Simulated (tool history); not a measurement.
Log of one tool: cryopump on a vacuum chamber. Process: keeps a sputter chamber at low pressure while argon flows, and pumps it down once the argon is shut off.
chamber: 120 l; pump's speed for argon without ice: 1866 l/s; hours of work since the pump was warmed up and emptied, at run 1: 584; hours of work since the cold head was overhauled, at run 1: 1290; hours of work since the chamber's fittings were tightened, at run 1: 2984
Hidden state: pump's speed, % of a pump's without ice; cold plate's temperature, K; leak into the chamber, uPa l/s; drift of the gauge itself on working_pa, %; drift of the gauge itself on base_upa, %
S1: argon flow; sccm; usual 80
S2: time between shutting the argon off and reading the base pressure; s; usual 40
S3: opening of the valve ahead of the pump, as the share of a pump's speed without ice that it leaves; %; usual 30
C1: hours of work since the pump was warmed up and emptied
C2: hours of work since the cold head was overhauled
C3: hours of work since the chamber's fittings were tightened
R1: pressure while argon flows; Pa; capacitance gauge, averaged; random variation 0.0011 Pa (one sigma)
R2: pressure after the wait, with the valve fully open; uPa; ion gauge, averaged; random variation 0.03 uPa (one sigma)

run,hour,S1,S2,S3,C1,C2,C3,R1,R2
1,0,80,40,30,584,1290,2984,0.2661,3.35
2,61.5,80,40,30,612,1317,3012,0.2718,3.37
3,106.2,80,40,30,632,1337,3032,0.272,3.39
4,173,80,40,30,662,1367,3062,0.2726,3.58
# hour 256.3: pump warmed up, emptied and cooled again
5,257.8,80,40,30,1,1403,3098,0.2429,2.89
6,321.7,35,40,30,29,1432,3126,0.1059,2.89
7,371.1,35,40,30,52,1454,3149,0.1077,2.96
8,443.8,35,40,30,84,1487,3181,0.1084,3.03
9,478.8,35,40,30,100,1503,3197,0.1085,3.03
10,514.3,35,40,38,116,1519,3213,0.085,3.09
11,583.4,80,40,30,147,1550,3244,0.249,3.12
12,649.4,80,40,30,177,1579,3274,0.2497,3.14
13,690.3,80,40,30,195,1598,3292,0.2498,3.08
14,760.2,80,40,30,226,1629,3323,0.2507,3.14
15,817.8,80,40,30,252,1655,3349,0.251,3.22
16,851.3,80,40,30,267,1670,3364,0.2542,3.23
17,915,80,104,30,296,1699,3393,0.255,2.46
18,966.2,56,239,21,319,1722,3416,0.2528,2.23
19,999.9,100,40,30,334,1737,3431,0.3191,3.35
20,1037.6,136,54,48,351,1754,3448,0.2845,3.11
21,1089,136,54,48,374,1777,3471,0.2871,3.11
22,1167.5,136,54,48,409,1812,3506,0.2925,3.17
23,1210.3,84,54,17,429,1831,3526,0.4664,3.05
24,1289.2,84,54,17,464,1867,3561,0.4709,3.25
25,1329.8,84,54,17,482,1885,3579,0.4727,3.27
26,1384.9,117,213,22,507,1910,3604,0.5148,2.55
27,1438.2,111,213,22,531,1934,3628,0.4942,2.62
28,1506.5,80,22,48,562,1964,3659,0.1771,4.98
29,1544.4,101,51,26,579,1981,3676,0.3842,3.51
30,1619.5,135,270,26,612,2015,3709,0.5191,2.82
31,1659.3,93,127,48,630,2033,3727,0.2091,2.9
32,1730.9,58,127,25,663,2065,3759,0.2344,3.01
33,1767.5,80,145,18,679,2082,3776,0.4355,3.13
# hour 1809.4: pump warmed up, emptied and cooled again
34,1809.4,93,100,29,0,2098,3793,0.2891,2.43

Hidden state or all else? Some run-to-run changes of R1, split into what the settings, what came in and random variation would give without the hidden state, and what is left for the hidden state (with any gauge scatter that isn't in both results):
Run 4 -> 5: pump warmed up, emptied and cooled again. R1 -0.0297 Pa: hidden state -0.0305, all else +0.0008.
Run 27 -> 28: S1 111 -> 80, S2 213 -> 22, S3 22 -> 48. R1 -0.3171 Pa: hidden state -0.0084, all else -0.3087.
Run 28 -> 29: S1 80 -> 101, S2 22 -> 51, S3 48 -> 26. R1 +0.2071 Pa: hidden state +0.0084, all else +0.1987.
Run 29 -> 30: S1 101 -> 135, S2 51 -> 270. R1 +0.1349 Pa: hidden state +0.0153, all else +0.1196.
Run 30 -> 31: S1 135 -> 93, S2 270 -> 127, S3 26 -> 48. R1 -0.31 Pa: hidden state -0.0146, all else -0.2954.
Run 33 -> 34: S1 80 -> 93, S2 145 -> 100, S3 18 -> 29, pump warmed up, emptied and cooled again. R1 -0.1464 Pa: hidden state -0.0335, all else -0.1129.

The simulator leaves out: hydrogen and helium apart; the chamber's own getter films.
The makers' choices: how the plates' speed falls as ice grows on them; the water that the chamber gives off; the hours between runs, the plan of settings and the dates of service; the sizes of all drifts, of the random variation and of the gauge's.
